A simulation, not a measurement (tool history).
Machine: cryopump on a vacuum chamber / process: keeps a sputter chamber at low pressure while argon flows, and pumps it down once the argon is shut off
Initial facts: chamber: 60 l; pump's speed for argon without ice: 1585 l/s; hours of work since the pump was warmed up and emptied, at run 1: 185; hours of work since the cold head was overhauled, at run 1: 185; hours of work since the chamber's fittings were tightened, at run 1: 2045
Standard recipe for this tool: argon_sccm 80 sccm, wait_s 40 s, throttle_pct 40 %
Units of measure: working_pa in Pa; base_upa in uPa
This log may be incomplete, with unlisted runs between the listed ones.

run,hour,argon_sccm,wait_s,throttle_pct,hours of work since the pump was warmed up and emptied,hours of work since the cold head was overhauled,hours of work since the chamber's fittings were tightened,working_pa,base_upa
1,0.0,80,40,40,185,185,2045,0.2207,3.30
2,55.4,80,40,40,219,219,2079,0.2233,3.34
3,88.7,80,33,40,239,239,2099,0.2217,3.68
4,136.7,80,33,40,269,269,2128,0.2252,3.80
5,181.5,80,33,40,296,296,2156,0.2252,3.87
# hour 213.9: leaking fittings of the chamber tightened, without venting
6,232.9,80,33,40,326,326,12,0.2285,2.66
7,266.2,80,33,40,346,346,32,0.2268,2.70
8,311.0,47,33,30,374,374,59,0.1758,2.76
9,342.9,47,33,30,393,393,79,0.1769,2.69
10,392.3,80,155,20,423,423,109,0.4475,0.84
11,426.6,80,40,55,444,444,130,0.1737,2.38
12,477.8,80,126,21,476,476,161,0.4240,1.03
13,507.8,80,126,21,494,494,179,0.4299,1.01

Predict the results of run 14:
14,563.5,80,126,21,528,528,213,?,?

working_pa: 0.4304 Pa
base_upa: 1.05 uPa
With the hidden condition absent and the run-to-run variation left alone, this run would have shown working_pa 0.4055 Pa, base_upa 0.84 uPa.
